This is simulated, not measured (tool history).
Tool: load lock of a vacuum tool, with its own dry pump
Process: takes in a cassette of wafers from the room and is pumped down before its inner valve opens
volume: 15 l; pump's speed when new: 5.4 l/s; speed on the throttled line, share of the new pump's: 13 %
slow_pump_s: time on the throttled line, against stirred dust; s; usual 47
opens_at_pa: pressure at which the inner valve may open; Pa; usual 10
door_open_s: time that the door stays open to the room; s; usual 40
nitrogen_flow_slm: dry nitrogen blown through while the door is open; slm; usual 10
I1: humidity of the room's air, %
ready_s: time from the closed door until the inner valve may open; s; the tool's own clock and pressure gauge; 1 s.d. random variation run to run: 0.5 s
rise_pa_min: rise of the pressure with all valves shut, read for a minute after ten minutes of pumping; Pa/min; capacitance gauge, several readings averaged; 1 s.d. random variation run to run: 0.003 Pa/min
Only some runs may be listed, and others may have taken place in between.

{"run": 1, "hour": 0.0, "slow_pump_s": 47, "opens_at_pa": 10, "door_open_s": 40, "nitrogen_flow_slm": 10, "I1": 46.8, "ready_s": 67.2, "rise_pa_min": 0.076}
{"run": 2, "hour": 110.6, "slow_pump_s": 47, "opens_at_pa": 10, "door_open_s": 40, "nitrogen_flow_slm": 10, "I1": 44.3, "ready_s": 68, "rise_pa_min": 0.071}
{"run": 3, "hour": 181.1, "slow_pump_s": 47, "opens_at_pa": 10, "door_open_s": 40, "nitrogen_flow_slm": 31, "I1": 44.8, "ready_s": 66.1, "rise_pa_min": 0.069}
{"run": 4, "hour": 299.2, "slow_pump_s": 47, "opens_at_pa": 10, "door_open_s": 40, "nitrogen_flow_slm": 31, "I1": 43.6, "ready_s": 66.7, "rise_pa_min": 0.071}
{"run": 5, "hour": 371.3, "slow_pump_s": 47, "opens_at_pa": 10, "door_open_s": 40, "nitrogen_flow_slm": 31, "I1": 44.7, "ready_s": 66.9, "rise_pa_min": 0.071}
{"run": 6, "hour": 435.4, "slow_pump_s": 47, "opens_at_pa": 10, "door_open_s": 40, "nitrogen_flow_slm": 31, "I1": 42.7, "ready_s": 68, "rise_pa_min": 0.068}
{"run": 7, "hour": 499.0, "slow_pump_s": 47, "opens_at_pa": 11, "door_open_s": 40, "nitrogen_flow_slm": 10, "I1": 47.8, "ready_s": 68.2, "rise_pa_min": 0.082}
{"run": 8, "hour": 582.8, "slow_pump_s": 47, "opens_at_pa": 11, "door_open_s": 40, "nitrogen_flow_slm": 10, "I1": 49.3, "ready_s": 67.5, "rise_pa_min": 0.085}
{"run": 9, "hour": 661.0, "slow_pump_s": 47, "opens_at_pa": 10, "door_open_s": 40, "nitrogen_flow_slm": 10, "I1": 44.1, "ready_s": 67.5, "rise_pa_min": 0.085}
{"run": 10, "hour": 811.2, "slow_pump_s": 47, "opens_at_pa": 10, "door_open_s": 40, "nitrogen_flow_slm": 10, "I1": 47.3, "ready_s": 69, "rise_pa_min": 0.09}
{"run": 11, "hour": 940.1, "slow_pump_s": 47, "opens_at_pa": 10, "door_open_s": 40, "nitrogen_flow_slm": 10, "I1": 50.1, "ready_s": 67.3, "rise_pa_min": 0.093}
{"run": 12, "hour": 1042.9, "slow_pump_s": 47, "opens_at_pa": 10, "door_open_s": 40, "nitrogen_flow_slm": 10, "I1": 46, "ready_s": 68.2, "rise_pa_min": 0.089}
{"run": 13, "hour": 1145.3, "slow_pump_s": 47, "opens_at_pa": 10, "door_open_s": 40, "nitrogen_flow_slm": 10, "I1": 44.4, "ready_s": 68.3, "rise_pa_min": 0.092}
{"run": 14, "hour": 1280.8, "slow_pump_s": 47, "opens_at_pa": 10, "door_open_s": 40, "nitrogen_flow_slm": 10, "I1": 47, "ready_s": 68, "rise_pa_min": 0.098}
{"run": 15, "hour": 1381.4, "slow_pump_s": 47, "opens_at_pa": 10, "door_open_s": 40, "nitrogen_flow_slm": 10, "I1": 44.2, "ready_s": 68, "rise_pa_min": 0.101}
{"run": 16, "hour": 1500.2, "slow_pump_s": 47, "opens_at_pa": 8, "door_open_s": 40, "nitrogen_flow_slm": 10, "I1": 43.1, "ready_s": 69.7, "rise_pa_min": 0.097}
{"run": 17, "hour": 1571.2, "slow_pump_s": 47, "opens_at_pa": 8, "door_open_s": 40, "nitrogen_flow_slm": 10, "I1": 46.6, "ready_s": 68, "rise_pa_min": 0.106}
{"run": 18, "hour": 1711.4, "slow_pump_s": 47, "opens_at_pa": 8, "door_open_s": 40, "nitrogen_flow_slm": 10, "I1": 43.8, "ready_s": 69.5, "rise_pa_min": 0.109}
{"run": 19, "hour": 1848.5, "slow_pump_s": 47, "opens_at_pa": 8, "door_open_s": 40, "nitrogen_flow_slm": 10, "I1": 46.1, "ready_s": 69.2, "rise_pa_min": 0.12}
{"run": 20, "hour": 1989.9, "slow_pump_s": 24, "opens_at_pa": 9, "door_open_s": 38, "nitrogen_flow_slm": 15, "I1": 45.8, "ready_s": 48.8, "rise_pa_min": 0.114}
{"run": 21, "hour": 2094.8, "slow_pump_s": 47, "opens_at_pa": 10, "door_open_s": 40, "nitrogen_flow_slm": 7, "I1": 44.2, "ready_s": 68.1, "rise_pa_min": 0.117}
{"run": 22, "hour": 2246.8, "slow_pump_s": 47, "opens_at_pa": 10, "door_open_s": 67, "nitrogen_flow_slm": 10, "I1": 45.2, "ready_s": 68.1, "rise_pa_min": 0.132}
{"run": 23, "hour": 2335.5, "slow_pump_s": 86, "opens_at_pa": 7, "door_open_s": 31, "nitrogen_flow_slm": 17, "I1": 46.1, "ready_s": 102.8, "rise_pa_min": 0.115}
{"run": 24, "hour": 2401.0, "slow_pump_s": 36, "opens_at_pa": 9, "door_open_s": 31, "nitrogen_flow_slm": 17, "I1": 50.5, "ready_s": 59.5, "rise_pa_min": 0.126}
{"run": 25, "hour": 2515.9, "slow_pump_s": 70, "opens_at_pa": 8, "door_open_s": 142, "nitrogen_flow_slm": 30, "I1": 45.7, "ready_s": 87.9, "rise_pa_min": 0.145}
{"run": 26, "hour": 2590.1, "slow_pump_s": 62, "opens_at_pa": 15, "door_open_s": 40, "nitrogen_flow_slm": 10, "I1": 44.8, "ready_s": 80.6, "rise_pa_min": 0.131}
{"run": 27, "hour": 2699.0, "slow_pump_s": 47, "opens_at_pa": 14, "door_open_s": 34, "nitrogen_flow_slm": 10, "I1": 46.3, "ready_s": 67.8, "rise_pa_min": 0.133}
{"run": 28, "hour": 2833.0, "slow_pump_s": 47, "opens_at_pa": 14, "door_open_s": 34, "nitrogen_flow_slm": 10, "I1": 44.6, "ready_s": 67.6, "rise_pa_min": 0.134}
{"run": 29, "hour": 2896.5, "slow_pump_s": 47, "opens_at_pa": 14, "door_open_s": 34, "nitrogen_flow_slm": 10, "I1": 42.5, "ready_s": 66.8, "rise_pa_min": 0.139}
{"run": 30, "hour": 3021.6, "slow_pump_s": 47, "opens_at_pa": 14, "door_open_s": 34, "nitrogen_flow_slm": 10, "I1": 44.4, "ready_s": 67.6, "rise_pa_min": 0.144}
{"run": 31, "hour": 3138.4, "slow_pump_s": 47, "opens_at_pa": 14, "door_open_s": 34, "nitrogen_flow_slm": 10, "I1": 45, "ready_s": 67.1, "rise_pa_min": 0.147}
{"run": 32, "hour": 3226.0, "slow_pump_s": 47, "opens_at_pa": 10, "door_open_s": 159, "nitrogen_flow_slm": 10, "I1": 44.4, "ready_s": 69.2, "rise_pa_min": 0.177}
{"run": 33, "hour": 3306.8, "slow_pump_s": 52, "opens_at_pa": 10, "door_open_s": 159, "nitrogen_flow_slm": 10, "I1": 44.6, "ready_s": 74.3, "rise_pa_min": 0.187}
{"run": 34, "hour": 3453.8, "slow_pump_s": 54, "opens_at_pa": 8, "door_open_s": 225, "nitrogen_flow_slm": 29, "I1": 48.4, "ready_s": 75.1, "rise_pa_min": 0.19}
{"run": 35, "hour": 3555.8, "slow_pump_s": 54, "opens_at_pa": 8, "door_open_s": 225, "nitrogen_flow_slm": 29, "I1": 43.4, "ready_s": 75.9, "rise_pa_min": 0.181}
{"run": 36, "hour": 3660.3, "slow_pump_s": 47, "opens_at_pa": 10, "door_open_s": 33, "nitrogen_flow_slm": 10, "I1": 44.6, "ready_s": 68.7, "rise_pa_min": 0.162}
{"run": 37, "hour": 3814.2, "slow_pump_s": 47, "opens_at_pa": 10, "door_open_s": 47, "nitrogen_flow_slm": 10, "I1": 51.9, "ready_s": 67.8, "rise_pa_min": 0.176}

Consider 4 possible next runs. They are alternatives, not a sequence: every one starts from the tool as it was left by run 37. What does each give?
{"run": "A", "hour": 3909.7, "slow_pump_s": 61, "opens_at_pa": 10, "door_open_s": 36, "nitrogen_flow_slm": 10, "I1": 40.8, "ready_s": "?", "rise_pa_min": "?"}
{"run": "B", "hour": 3909.7, "slow_pump_s": 47, "opens_at_pa": 7, "door_open_s": 40, "nitrogen_flow_slm": 10, "I1": 46.2, "ready_s": "?", "rise_pa_min": "?"}
{"run": "C", "hour": 3909.7, "slow_pump_s": 25, "opens_at_pa": 10, "door_open_s": 47, "nitrogen_flow_slm": 25, "I1": 42.8, "ready_s": "?", "rise_pa_min": "?"}
{"run": "D", "hour": 3909.7, "slow_pump_s": 47, "opens_at_pa": 14, "door_open_s": 40, "nitrogen_flow_slm": 10, "I1": 45.5, "ready_s": "?", "rise_pa_min": "?"}

run=A ready_s=81.5 rise_pa_min=0.167
run=B ready_s=69.5 rise_pa_min=0.171
run=C ready_s=49.7 rise_pa_min=0.167
run=D ready_s=68.2 rise_pa_min=0.176
With no hidden state in the tool, these same runs would have given:
run=A ready_s=79.3 rise_pa_min=0.028
run=B ready_s=67 rise_pa_min=0.032
run=C ready_s=46.9 rise_pa_min=0.025
run=D ready_s=65.9 rise_pa_min=0.037
